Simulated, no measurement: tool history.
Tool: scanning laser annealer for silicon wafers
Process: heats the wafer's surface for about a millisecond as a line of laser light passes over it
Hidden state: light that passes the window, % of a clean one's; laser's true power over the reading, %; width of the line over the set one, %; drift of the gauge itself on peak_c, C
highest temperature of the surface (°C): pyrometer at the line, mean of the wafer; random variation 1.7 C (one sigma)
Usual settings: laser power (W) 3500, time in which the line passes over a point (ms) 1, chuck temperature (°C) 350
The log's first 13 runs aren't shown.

| run | day | laser power (W) | time in which the line passes over a point (ms) | chuck temperature (°C) | hours of work since the window was cleaned | hours of work since the power meter was calibrated | hours of work since the optics were aligned | highest temperature of the surface (°C) |
|---|---|---|---|---|---|---|---|---|
| 14 | 6.833 | 3696 | 1.21 | 372 | 221 | 266 | 69 | 1295 |
| 15 | 7.283 | 3500 | 1 | 350 | 229 | 275 | 77 | 1146 |
| 16 | 7.988 | 3500 | 1 | 354 | 243 | 288 | 91 | 1150 |
| 17 | 8.279 | 3500 | 0.91 | 350 | 248 | 293 | 96 | 1111 |
| 18 | 8.729 | 3500 | 0.91 | 350 | 257 | 302 | 105 | 1110 |
| 19 | 9.321 | 3500 | 0.91 | 350 | 268 | 313 | 116 | 1109 |
| 20 | 9.971 | 3500 | 1 | 350 | 280 | 325 | 128 | 1144 |
| 21 | 10.354 | 3500 | 1 | 350 | 287 | 332 | 135 | 1146 |
| 22 | 10.646 | 3690 | 0.76 | 367 | 292 | 338 | 140 | 1100 |
| 23 | 11.212 | 3690 | 0.76 | 367 | 303 | 348 | 151 | 1100 |
| 24 | 11.504 | 3690 | 0.76 | 367 | 308 | 354 | 156 | 1100 |
| 25 | 12.196 | 3475 | 1.05 | 312 | 321 | 367 | 169 | 1121 |

The next listed run, before its measurement:
| 26 | 12.5 | 3475 | 1.05 | 312 | 327 | 372 | 175 | ? |

{"run 26": {"highest temperature of the surface (°C)": 1121}}
Without the tool's hidden state the same run would have given highest temperature of the surface (°C) 1122.
